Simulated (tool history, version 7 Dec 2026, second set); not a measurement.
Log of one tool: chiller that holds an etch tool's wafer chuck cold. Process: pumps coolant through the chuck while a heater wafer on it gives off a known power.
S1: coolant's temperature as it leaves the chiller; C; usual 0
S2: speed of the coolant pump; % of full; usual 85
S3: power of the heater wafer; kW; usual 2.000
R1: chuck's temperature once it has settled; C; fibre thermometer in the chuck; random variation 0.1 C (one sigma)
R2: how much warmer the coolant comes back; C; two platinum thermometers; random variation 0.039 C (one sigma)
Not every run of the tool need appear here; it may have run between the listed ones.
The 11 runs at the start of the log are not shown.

Run 12, day 10.079: usual settings but S2 89 % of full. Result: R1 21.0 C, R2 7.99 C.
Run 13, day 11.462: usual settings but S2 89 % of full. Result: R1 20.8 C, R2 8.01 C.
Run 14, day 12.612: usual settings. Result: R1 21.6 C, R2 8.31 C.
At day 13.179: chiller's thermometer calibrated, once more.
Run 15, day 13.421: usual settings. Result: R1 21.4 C, R2 8.39 C.
Run 16, day 14.629: usual settings. Result: R1 21.5 C, R2 8.36 C.
Run 17, day 15.221: usual settings. Result: R1 21.5 C, R2 8.31 C.
Run 18, day 16.362: usual settings but S3 2.873 kW. Result: R1 31.0 C, R2 11.97 C.
Run 19, day 17.554: usual settings but S1 -9 C, S3 2.873 kW. Result: R1 22.1 C, R2 12.03 C.
Run 20, day 18.308: usual settings but S1 -9 C, S3 2.873 kW. Result: R1 21.8 C, R2 11.96 C.
Run 21, day 19.083: usual settings but S1 -9 C, S2 94 % of full, S3 1.131 kW. Result: R1 2.4 C, R2 4.28 C.
Run 22, day 20.467: usual settings but S1 -5 C, S2 70 % of full, S3 1.145 kW. Result: R1 8.8 C, R2 5.83 C.
Run 23, day 21.275: usual settings but S1 -7 C, S2 71 % of full, S3 1.168 kW. Result: R1 7.0 C, R2 5.89 C.
Run 24, day 22.592: usual settings but S2 90 % of full, S3 1.487 kW. Result: R1 15.5 C, R2 5.89 C.
Run 25, day 23.512: usual settings but S2 71 % of full. Result: R1 24.2 C, R2 9.99 C.
Run 26, day 24.742: usual settings but S2 71 % of full. Result: R1 24.2 C, R2 10.02 C.
Run 27, day 25.921: usual settings but S1 -2 C, S2 71 % of full, S3 1.141 kW. Result: R1 11.7 C, R2 5.68 C.
Run 28, day 26.704: usual settings but S1 -9 C, S3 2.916 kW. Result: R1 22.6 C, R2 12.25 C.
Run 29, day 27.883: usual settings but S1 -9 C, S3 2.916 kW. Result: R1 22.6 C, R2 12.24 C.
Run 30, day 28.742: usual settings but S1 8 C, S2 100 % of full, S3 2.229 kW. Result: R1 29.7 C, R2 7.94 C.
Run 31, day 29.812: usual settings but S1 -8 C, S2 61 % of full, S3 2.422 kW. Result: R1 24.1 C, R2 14.13 C.
Run 32, day 30.496: usual settings but S1 -8 C, S2 61 % of full, S3 2.422 kW. Result: R1 24.2 C, R2 14.15 C.
Run 33, day 31.258: usual settings but S1 10 C, S2 91 % of full, S3 1.908 kW. Result: R1 29.6 C, R2 7.48 C.

3 ways to go on from here, each from the tool as it stands after run 33. What would each give?
Run A, day 32.458: usual settings but S1 3 C, S2 91 % of full, S3 2.606 kW. Result: R1 ?, R2 ?.
Run B, day 32.458: usual settings but S1 2 C, S2 77 % of full, S3 1.057 kW. Result: R1 ?, R2 ?.
Run C, day 32.458: usual settings but S1 6 C, S2 91 % of full, S3 1.094 kW. Result: R1 ?, R2 ?.

run    R1     R2
  A  30.2  10.27
  B  14.1   4.90
  C  17.2   4.29
Stripped of hidden state, with their random variation kept, the same runs would have yielded:
run    R1     R2
  A  28.2  10.02
  B  13.3   4.78
  C  16.5   4.18
